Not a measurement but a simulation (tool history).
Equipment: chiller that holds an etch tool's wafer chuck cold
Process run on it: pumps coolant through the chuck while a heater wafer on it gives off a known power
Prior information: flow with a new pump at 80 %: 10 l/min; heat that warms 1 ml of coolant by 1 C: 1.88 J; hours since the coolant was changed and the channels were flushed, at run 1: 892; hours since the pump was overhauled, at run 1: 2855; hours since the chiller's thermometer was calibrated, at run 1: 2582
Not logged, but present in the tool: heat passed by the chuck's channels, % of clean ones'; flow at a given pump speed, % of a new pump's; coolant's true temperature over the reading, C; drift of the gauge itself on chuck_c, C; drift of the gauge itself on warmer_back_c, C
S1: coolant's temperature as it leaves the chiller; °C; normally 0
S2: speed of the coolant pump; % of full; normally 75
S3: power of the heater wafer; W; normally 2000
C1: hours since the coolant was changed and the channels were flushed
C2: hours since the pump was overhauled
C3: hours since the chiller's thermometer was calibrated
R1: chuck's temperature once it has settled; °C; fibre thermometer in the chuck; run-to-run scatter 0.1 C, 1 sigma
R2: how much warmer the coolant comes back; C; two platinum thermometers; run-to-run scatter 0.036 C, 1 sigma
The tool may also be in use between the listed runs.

Run 1, hour 0.0: usual settings; C1 892; C2 2855; C3 2582. Result: R1 15.4 °C, R2 6.91 C.
Run 2, hour 43.8: usual settings but S1 -7 °C; C1 936; C2 2899; C3 2625. Result: R1 8.4 °C, R2 6.87 C.
Run 3, hour 123.0: usual settings; C1 1015; C2 2978; C3 2705. Result: R1 15.3 °C, R2 6.80 C.
Run 4, hour 173.1: usual settings but S2 93 % of full; C1 1065; C2 3028; C3 2755. Result: R1 13.1 °C, R2 5.41 C.
Run 5, hour 225.7: usual settings but S1 2 °C; C1 1118; C2 3081; C3 2807. Result: R1 17.3 °C, R2 6.80 C.
Run 6, hour 270.2: usual settings but S1 2 °C; C1 1162; C2 3125; C3 2852. Result: R1 17.3 °C, R2 6.84 C.
Run 7, hour 339.3: usual settings; C1 1231; C2 3194; C3 2921. Result: R1 15.4 °C, R2 6.85 C.
Run 8, hour 387.1: usual settings but S2 88 % of full; C1 1279; C2 3242; C3 2969. Result: R1 13.7 °C, R2 5.73 C.
Run 9, hour 434.7: usual settings but S2 88 % of full; C1 1327; C2 3290; C3 3016. Result: R1 13.7 °C, R2 5.71 C.
Run 10, hour 482.8: usual settings; C1 1375; C2 3338; C3 3064. Result: R1 15.5 °C, R2 6.78 C.
Run 11, hour 573.4: usual settings; C1 1465; C2 3428; C3 3155. Result: R1 15.2 °C, R2 6.85 C.
Run 12, hour 611.9: usual settings; C1 1504; C2 3467; C3 3193. Result: R1 15.4 °C, R2 6.85 C.
Run 13, hour 682.7: usual settings; C1 1575; C2 3538; C3 3264. Result: R1 15.3 °C, R2 6.89 C.
Run 14, hour 761.5: usual settings; C1 1653; C2 3616; C3 3343. Result: R1 15.2 °C, R2 6.87 C.
Run 15, hour 823.7: usual settings but S3 1738 W; C1 1716; C2 3679; C3 3405. Result: R1 13.4 °C, R2 5.92 C.
Run 16, hour 873.1: usual settings but S3 1738 W; C1 1765; C2 3728; C3 3455. Result: R1 13.3 °C, R2 5.88 C.
Run 17, hour 911.0: usual settings but S2 95 % of full; C1 1803; C2 3766; C3 3493. Result: R1 13.0 °C, R2 5.31 C.
Run 18, hour 982.9: usual settings but S1 9 °C, S3 1386 W; C1 1875; C2 3838; C3 3565. Result: R1 19.7 °C, R2 4.68 C.
Run 19, hour 1051.9: usual settings but S1 9 °C, S3 1386 W; C1 1944; C2 3907; C3 3633. Result: R1 19.7 °C, R2 4.77 C.
Run 20, hour 1117.7: usual settings but S1 9 °C, S3 1386 W; C1 2010; C2 3973; C3 3699. Result: R1 19.6 °C, R2 4.77 C.
Run 21, hour 1183.0: usual settings but S1 9 °C, S3 1386 W; C1 2075; C2 4038; C3 3765. Result: R1 19.7 °C, R2 4.78 C.
Run 22, hour 1226.5: usual settings but S3 2856 W; C1 2118; C2 4081; C3 3808. Result: R1 21.9 °C, R2 9.83 C.
Run 23, hour 1290.7: usual settings but S1 -6 °C, S2 68 % of full, S3 2383 W; C1 2183; C2 4146; C3 3872. Result: R1 13.8 °C, R2 9.04 C.
Run 24, hour 1346.2: usual settings but S1 3 °C, S2 68 % of full, S3 1439 W; C1 2238; C2 4201; C3 3928. Result: R1 14.9 °C, R2 5.45 C.
Run 25, hour 1420.8: usual settings but S1 1 °C, S2 89 % of full, S3 1439 W; C1 2313; C2 4276; C3 4002. Result: R1 10.9 °C, R2 4.17 C.
Run 26, hour 1491.9: usual settings but S1 1 °C, S2 89 % of full, S3 1439 W; C1 2384; C2 4347; C3 4073. Result: R1 10.8 °C, R2 4.13 C.
Run 27, hour 1531.3: usual settings but S1 -8 °C, S2 96 % of full, S3 1692 W; C1 2423; C2 4386; C3 4113. Result: R1 2.9 °C, R2 4.41 C.
Run 28, hour 1572.8: usual settings but S1 7 °C, S2 85 % of full, S3 2686 W; C1 2465; C2 4428; C3 4154. Result: R1 25.9 °C, R2 8.00 C.
Run 29, hour 1656.3: usual settings but S1 -5 °C, S2 64 % of full, S3 1028 W; C1 2548; C2 4511; C3 4238. Result: R1 4.0 °C, R2 4.18 C.
Run 30, hour 1743.2: usual settings but S1 -5 °C, S2 82 % of full, S3 1733 W; C1 2635; C2 4598; C3 4325. Result: R1 7.5 °C, R2 5.39 C.
Run 31, hour 1789.0: usual settings but S1 -5 °C, S2 82 % of full, S3 1733 W; C1 2681; C2 4644; C3 4371. Result: R1 7.4 °C, R2 5.35 C.

Here are 3 independent what-if runs from the current tool condition. What would each one return?
Run A, hour 1829.8: usual settings but S1 5 °C, S2 74 % of full, S3 1733 W; C1 2722; C2 4685; C3 4411. Result: R1 ?, R2 ?.
Run B, hour 1829.8: usual settings but S1 -3 °C, S2 73 % of full, S3 1071 W; C1 2722; C2 4685; C3 4411. Result: R1 ?, R2 ?.
Run C, hour 1829.8: usual settings but S1 -3 °C, S2 62 % of full; C1 2722; C2 4685; C3 4411. Result: R1 ?, R2 ?.

run    R1    R2
  A  18.4  5.97
  B   5.5  3.78
  C  14.7  8.43
The same runs, with their run-to-run variation unchanged, on a tool lacking any hidden condition would have given:
run    R1    R2
  A  18.4  5.96
  B   5.5  3.78
  C  14.7  8.43

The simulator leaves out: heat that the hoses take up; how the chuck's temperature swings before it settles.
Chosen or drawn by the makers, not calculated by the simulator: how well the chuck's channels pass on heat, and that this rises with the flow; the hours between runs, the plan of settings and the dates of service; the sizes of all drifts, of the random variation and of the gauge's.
